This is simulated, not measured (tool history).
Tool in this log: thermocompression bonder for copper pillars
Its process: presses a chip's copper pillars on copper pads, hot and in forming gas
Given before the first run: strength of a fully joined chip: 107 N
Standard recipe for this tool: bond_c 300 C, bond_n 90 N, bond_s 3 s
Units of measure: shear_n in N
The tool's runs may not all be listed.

{"run": 1, "hour": 0.0, "bond_c": 300, "bond_n": 90, "bond_s": 3, "shear_n": 64.9}
{"run": 2, "hour": 53.8, "bond_c": 300, "bond_n": 90, "bond_s": 3, "shear_n": 65.3}
{"run": 3, "hour": 103.1, "bond_c": 300, "bond_n": 90, "bond_s": 3, "shear_n": 65.1}
{"run": 4, "hour": 149.0, "bond_c": 300, "bond_n": 90, "bond_s": 3, "shear_n": 65.5}
{"run": 5, "hour": 202.6, "bond_c": 300, "bond_n": 90, "bond_s": 3, "shear_n": 65.2}
{"hour": 208.0, "done": "forming gas filter changed"}
{"run": 6, "hour": 242.5, "bond_c": 300, "bond_n": 78, "bond_s": 3, "shear_n": 59.2}
{"run": 7, "hour": 273.4, "bond_c": 300, "bond_n": 106, "bond_s": 3, "shear_n": 72.5}
{"run": 8, "hour": 340.2, "bond_c": 277, "bond_n": 90, "bond_s": 3, "shear_n": 54.8}
{"run": 9, "hour": 392.3, "bond_c": 277, "bond_n": 90, "bond_s": 3, "shear_n": 55.4}
{"run": 10, "hour": 459.8, "bond_c": 300, "bond_n": 90, "bond_s": 3, "shear_n": 66.4}
{"hour": 475.8, "done": "heater calibrated with a thermocouple chip"}
{"hour": 482.9, "done": "forming gas filter changed"}
{"run": 11, "hour": 509.4, "bond_c": 300, "bond_n": 90, "bond_s": 4, "shear_n": 71.7}
{"run": 12, "hour": 566.7, "bond_c": 300, "bond_n": 90, "bond_s": 4, "shear_n": 72.0}
{"run": 13, "hour": 637.8, "bond_c": 300, "bond_n": 90, "bond_s": 4, "shear_n": 71.4}
{"run": 14, "hour": 683.2, "bond_c": 300, "bond_n": 90, "bond_s": 4, "shear_n": 72.3}
{"run": 15, "hour": 719.3, "bond_c": 300, "bond_n": 90, "bond_s": 4, "shear_n": 71.8}
{"hour": 754.0, "done": "forming gas filter changed"}
{"run": 16, "hour": 755.1, "bond_c": 300, "bond_n": 90, "bond_s": 2, "shear_n": 58.2}
{"run": 17, "hour": 788.2, "bond_c": 300, "bond_n": 90, "bond_s": 2, "shear_n": 58.6}
{"run": 18, "hour": 850.8, "bond_c": 300, "bond_n": 90, "bond_s": 2, "shear_n": 58.4}
{"run": 19, "hour": 913.6, "bond_c": 300, "bond_n": 90, "bond_s": 2, "shear_n": 58.5}
{"run": 20, "hour": 946.8, "bond_c": 300, "bond_n": 90, "bond_s": 3, "shear_n": 66.6}
{"hour": 973.2, "done": "gauge calibrated"}
{"run": 21, "hour": 1007.3, "bond_c": 300, "bond_n": 101, "bond_s": 3, "shear_n": 69.7}
{"hour": 1024.2, "done": "forming gas filter changed"}
{"run": 22, "hour": 1052.2, "bond_c": 292, "bond_n": 109, "bond_s": 3, "shear_n": 69.6}
{"run": 23, "hour": 1102.4, "bond_c": 292, "bond_n": 58, "bond_s": 3, "shear_n": 43.8}
{"run": 24, "hour": 1169.1, "bond_c": 270, "bond_n": 60, "bond_s": 4, "shear_n": 40.7}
{"run": 25, "hour": 1205.8, "bond_c": 270, "bond_n": 60, "bond_s": 4, "shear_n": 40.8}
{"run": 26, "hour": 1243.7, "bond_c": 316, "bond_n": 133, "bond_s": 3, "shear_n": 87.4}
{"run": 27, "hour": 1285.4, "bond_c": 316, "bond_n": 112, "bond_s": 3, "shear_n": 81.9}
{"hour": 1295.8, "done": "forming gas filter changed"}
{"run": 28, "hour": 1336.5, "bond_c": 316, "bond_n": 71, "bond_s": 5, "shear_n": 71.7}
{"run": 29, "hour": 1388.8, "bond_c": 314, "bond_n": 76, "bond_s": 3, "shear_n": 63.7}
{"hour": 1409.1, "done": "force cell calibrated"}
{"run": 30, "hour": 1457.2, "bond_c": 286, "bond_n": 90, "bond_s": 2, "shear_n": 51.5}
{"run": 31, "hour": 1503.6, "bond_c": 279, "bond_n": 74, "bond_s": 3, "shear_n": 48.2}
{"run": 32, "hour": 1537.4, "bond_c": 279, "bond_n": 74, "bond_s": 3, "shear_n": 48.5}
{"hour": 1567.8, "done": "forming gas filter changed"}
{"run": 33, "hour": 1610.3, "bond_c": 279, "bond_n": 74, "bond_s": 3, "shear_n": 48.2}
{"run": 34, "hour": 1642.0, "bond_c": 279, "bond_n": 74, "bond_s": 3, "shear_n": 48.8}
{"run": 35, "hour": 1693.8, "bond_c": 281, "bond_n": 107, "bond_s": 4, "shear_n": 70.9}
{"run": 36, "hour": 1752.9, "bond_c": 287, "bond_n": 94, "bond_s": 2, "shear_n": 54.7}
{"run": 37, "hour": 1817.1, "bond_c": 324, "bond_n": 86, "bond_s": 2, "shear_n": 66.6}
{"hour": 1837.8, "done": "forming gas filter changed"}
{"run": 38, "hour": 1858.9, "bond_c": 324, "bond_n": 86, "bond_s": 3, "shear_n": 74.8}
{"run": 39, "hour": 1929.0, "bond_c": 324, "bond_n": 86, "bond_s": 3, "shear_n": 75.4}

Measured minus without-hidden-state, run by run (identical run-to-run variation in each term; gauge scatter may differ):
Hidden state present: true temperature of the bond over the reading, C; force that reaches the chip, % of what is set; oxide that the forming gas leaves, % of the face; drift of the gauge itself on shear_n, %.
run=1 shear_n=+0.0
run=2 shear_n=+0.1
run=3 shear_n=+0.1
run=4 shear_n=+0.2
run=5 shear_n=+0.3
run=6 shear_n=+0.4
run=7 shear_n=+0.6
run=8 shear_n=+0.5
run=9 shear_n=+0.7
run=10 shear_n=+0.9
run=11 shear_n=+1.0
run=12 shear_n=+1.0
run=13 shear_n=+1.1
run=14 shear_n=+1.3
run=15 shear_n=+1.3
run=16 shear_n=+1.3
run=17 shear_n=+1.3
run=18 shear_n=+1.4
run=19 shear_n=+1.4
run=20 shear_n=+1.6
run=21 shear_n=-0.2
run=22 shear_n=+0.1
run=23 shear_n=+0.1
run=24 shear_n=+0.1
run=25 shear_n=+0.2
run=26 shear_n=+0.4
run=27 shear_n=+0.5
run=28 shear_n=+0.6
run=29 shear_n=+0.7
run=30 shear_n=+0.7
run=31 shear_n=+0.7
run=32 shear_n=+0.7
run=33 shear_n=+1.0
run=34 shear_n=+1.0
run=35 shear_n=+1.5
run=36 shear_n=+1.3
run=37 shear_n=+1.6
run=38 shear_n=+2.0
run=39 shear_n=+2.1

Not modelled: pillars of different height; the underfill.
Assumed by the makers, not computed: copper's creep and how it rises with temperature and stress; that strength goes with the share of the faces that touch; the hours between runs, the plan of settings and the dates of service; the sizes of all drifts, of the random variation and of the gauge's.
